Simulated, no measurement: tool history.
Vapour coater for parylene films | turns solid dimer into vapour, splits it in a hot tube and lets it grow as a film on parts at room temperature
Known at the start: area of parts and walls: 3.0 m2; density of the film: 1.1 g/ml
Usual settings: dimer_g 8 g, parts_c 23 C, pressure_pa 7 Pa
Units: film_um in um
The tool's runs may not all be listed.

| run | day | dimer_g | parts_c | pressure_pa | film_um |
|---|---|---|---|---|---|
| 1 | 0 | 8 | 23 | 7 | 1.34 |
| 2 | 2.929 | 8 | 23 | 7 | 1.35 |
| 3 | 5.796 | 7 | 23 | 7 | 1.17 |
| 4 | 7.267 | 7 | 23 | 7 | 1.12 |
| 5 | 9.233 | 7 | 23 | 7 | 1.12 |
| 6 | 11.904 | 7 | 23 | 7 | 1.14 |
| 7 | 13.829 | 7 | 23 | 7 | 1.1 |
| 8 | 16.562 | 7 | 23 | 7 | 1.11 |
| 9 | 18.871 | 8 | 23 | 7 | 1.2 |
|  | 19.496 | trap's valve overhauled |
| 10 | 20.625 | 8 | 23 | 7 | 1.37 |
| 11 | 23.554 | 8 | 23 | 7 | 1.38 |
| 12 | 26.183 | 8 | 22 | 7 | 1.39 |
| 13 | 29.067 | 14 | 22 | 7 | 2.46 |
| 14 | 31.95 | 7 | 32 | 7 | 0.97 |
| 15 | 35.462 | 13 | 30 | 7.89 | 1.82 |
| 16 | 38.529 | 13 | 22 | 8.98 | 2.07 |
| 17 | 41.592 | 8 | 33 | 7 | 1.04 |
| 18 | 44.8 | 8 | 33 | 7 | 1.04 |
| 19 | 47.112 | 6 | 15 | 11.67 | 1.03 |
| 20 | 48.779 | 3 | 23 | 4.27 | 0.53 |
|  | 52.012 | table's thermometer calibrated |
| 21 | 52.292 | 7 | 23 | 7 | 1.11 |
|  | 54.683 | trap's valve overhauled |
| 22 | 55.312 | 7 | 35 | 11.32 | 0.91 |
| 23 | 58.55 | 4 | 23 | 8.96 | 0.67 |
| 24 | 60.912 | 4 | 31 | 4.59 | 0.62 |
| 25 | 63.75 | 4 | 31 | 4.59 | 0.62 |

5 ways to go on from here, each from the tool as it stands after run 25. What would each give?
| A | 65.192 | 3 | 33 | 11.68 | ? |
| B | 65.192 | 7 | 31 | 2.99 | ? |
| C | 65.192 | 6 | 28 | 11.52 | ? |
| D | 65.192 | 8 | 16 | 2.62 | ? |
| E | 65.192 | 4 | 22 | 4.59 | ? |

| run | film_um |
|---|---|
| A | 0.38 |
| B | 1.2 |
| C | 0.86 |
| D | 1.89 |
| E | 0.77 |
Without the tool's hidden state the same runs would have given:
| run | film_um |
|---|---|
| A | 0.4 |
| B | 1.26 |
| C | 0.9 |
| D | 1.98 |
| E | 0.81 |

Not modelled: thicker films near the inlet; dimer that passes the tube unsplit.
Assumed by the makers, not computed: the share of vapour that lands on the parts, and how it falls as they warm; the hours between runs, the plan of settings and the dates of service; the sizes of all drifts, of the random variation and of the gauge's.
